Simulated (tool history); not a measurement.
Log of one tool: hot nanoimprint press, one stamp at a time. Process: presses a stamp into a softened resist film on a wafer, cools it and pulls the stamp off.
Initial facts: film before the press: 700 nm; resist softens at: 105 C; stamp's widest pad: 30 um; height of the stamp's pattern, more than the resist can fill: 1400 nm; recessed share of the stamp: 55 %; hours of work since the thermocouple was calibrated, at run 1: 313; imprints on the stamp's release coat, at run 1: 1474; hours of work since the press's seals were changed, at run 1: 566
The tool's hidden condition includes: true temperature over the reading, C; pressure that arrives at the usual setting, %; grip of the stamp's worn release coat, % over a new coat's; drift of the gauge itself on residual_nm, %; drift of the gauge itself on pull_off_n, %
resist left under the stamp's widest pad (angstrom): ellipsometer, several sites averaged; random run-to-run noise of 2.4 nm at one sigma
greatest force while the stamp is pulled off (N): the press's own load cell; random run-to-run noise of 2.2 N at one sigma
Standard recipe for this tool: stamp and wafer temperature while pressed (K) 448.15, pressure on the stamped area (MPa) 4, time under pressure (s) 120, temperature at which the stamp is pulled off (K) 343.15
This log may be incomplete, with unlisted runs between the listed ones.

run	day	stamp and wafer temperature while pressed (K)	pressure on the stamped area (MPa)	time under pressure (s)	temperature at which the stamp is pulled off (K)	hours of work since the thermocouple was calibrated	imprints on the stamp's release coat	hours of work since the press's seals were changed	resist left under the stamp's widest pad (angstrom)	greatest force while the stamp is pulled off (N)
1	0	448.15	4	120	343.15	313	1474	566	4027	171
2	1.45	448.15	4	120	343.15	339	1592	592	4072	174
3	4.275	448.15	4	120	343.15	388	1822	641	4093	183
4	6.812	448.15	4	167	343.15	432	2029	685	3720	193
5	9.125	448.15	4	167	343.15	472	2218	725	3707	201
# day 10.888: stamp cleaned and given a new release coat
# day 11.638: press's hydraulic seals changed and the load cell set to zero
# day 12.046: plate thermocouple calibrated
6	12.888	448.15	4	120	337.15	15	125	19	4201	112
7	15.975	448.15	4	120	337.15	68	377	73	4147	115
8	18.279	448.15	4	120	343.15	108	565	113	4203	125
9	20.492	448.15	4	120	343.15	146	745	151	4213	134
10	22.504	448.15	4	120	343.15	181	909	186	4278	138
# day 24.338: plate thermocouple calibrated, once more
11	25.338	448.15	4	120	343.15	17	1130	233	3914	150
12	28.125	448.15	4	234	343.15	66	1357	282	3195	158
13	30.225	448.15	4	226	343.15	102	1529	318	3265	169
14	33.35	448.15	4	62	343.15	156	1783	372	4750	181
15	35.771	448.15	3.78	62	343.15	198	1981	414	4911	193
16	38.517	448.15	4.32	105	348.15	246	2205	462	4082	195
# day 40.408: stamp cleaned and given a new release coat
17	40.479	448.15	4	195	329.15	275	6	491	3501	112
18	42.312	448.15	4	195	338.15	307	155	523	3508	110
19	43.717	448.15	4	189	339.15	332	270	547	3568	116
20	45	451.15	6.34	65	343.15	354	375	570	3649	115
21	47.1	451.15	6.34	65	343.15	390	546	606	3684	120
22	49.538	443.15	2.91	183	336.15	433	744	648	4938	141
23	51.433	443.15	2.91	183	336.15	465	899	681	4985	144
24	53.758	443.15	4.59	144	347.15	506	1088	722	4482	143
# day 54.067: plate thermocouple calibrated
# day 56.3: press's hydraulic seals changed and the load cell set to zero
25	57.108	439.15	2.7	120	343.15	47	1324	14	5826	154
26	58.6	439.15	2.7	120	343.15	73	1446	40	5812	159
27	61.212	439.15	2.7	120	343.15	118	1658	85	5806	172
28	62.783	448.15	3.44	120	334.15	145	1787	112	4240	187
29	65.383	448.15	3.44	120	334.15	190	1999	157	4310	212

Below are 3 alternative next runs, each starting from the tool's condition after run 29. Predict each:
A	67.996	448.15	2.85	120	334.15	236	2211	203	?	?
B	67.996	448.15	3.64	120	343.15	236	2211	203	?	?
C	67.996	457.15	4	120	339.15	236	2211	203	?	?

run	resist left under the stamp's widest pad (angstrom)	greatest force while the stamp is pulled off (N)
A	4669	225
B	4174	199
C	2926	212
Without the tool's unlogged condition, the same runs would have read:
run	resist left under the stamp's widest pad (angstrom)	greatest force while the stamp is pulled off (N)
A	4554	106
B	4056	94
C	2836	100
